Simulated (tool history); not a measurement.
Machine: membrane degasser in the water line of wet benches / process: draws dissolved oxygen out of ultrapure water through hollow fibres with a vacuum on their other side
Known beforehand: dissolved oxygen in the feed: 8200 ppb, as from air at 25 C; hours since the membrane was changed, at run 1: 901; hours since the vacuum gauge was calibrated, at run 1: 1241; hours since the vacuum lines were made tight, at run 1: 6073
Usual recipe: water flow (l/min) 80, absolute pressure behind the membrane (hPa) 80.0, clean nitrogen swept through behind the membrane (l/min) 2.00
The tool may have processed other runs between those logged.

run	hour	water flow (l/min)	absolute pressure behind the membrane (hPa)	clean nitrogen swept through behind the membrane (l/min)	hours since the membrane was changed	hours since the vacuum gauge was calibrated	hours since the vacuum lines were made tight	dissolved oxygen in the water behind the degasser (ppb)	pressure that the water loses in the fibres (hPa)
1	0.0	80	80.0	2.00	901	1241	6073	387.4	440.8
2	44.9	80	80.0	2.00	946	1286	6118	386.0	437.0
3	102.8	80	80.0	5.88	1004	1344	6176	161.4	439.5
4	143.7	80	80.0	5.88	1045	1385	6217	162.4	440.6
5	170.0	80	80.0	5.88	1071	1411	6243	161.5	440.7
6	199.8	80	80.0	5.88	1101	1441	6273	162.8	439.3
7	246.0	80	80.0	5.88	1147	1487	6319	163.1	442.6
8	282.9	80	80.0	5.88	1184	1524	6356	161.6	441.3
9	315.1	80	80.0	5.88	1216	1556	6388	160.9	442.8
10	371.6	80	80.0	5.88	1273	1613	6445	162.7	436.5
11	429.3	80	80.0	5.88	1330	1671	6502	163.2	441.9
12	489.2	80	80.0	5.88	1390	1730	6562	163.0	441.0
13	533.3	80	80.0	5.88	1434	1775	6606	163.4	439.9
14	571.8	59	115.8	4.54	1473	1813	6645	248.5	322.9
15	613.0	80	157.8	3.65	1514	1854	6686	588.2	438.0

Forecast run 16:
16	675.9	115	80.0	1.50	1577	1917	6749	?	?

{"run 16": {"dissolved oxygen in the water behind the degasser (ppb)": 645.5, "pressure that the water loses in the fibres (hPa)": 636.9}}
The same run, on a tool lacking any hidden state, would have yielded dissolved oxygen in the water behind the degasser (ppb) 641.4, pressure that the water loses in the fibres (hPa) 631.3.

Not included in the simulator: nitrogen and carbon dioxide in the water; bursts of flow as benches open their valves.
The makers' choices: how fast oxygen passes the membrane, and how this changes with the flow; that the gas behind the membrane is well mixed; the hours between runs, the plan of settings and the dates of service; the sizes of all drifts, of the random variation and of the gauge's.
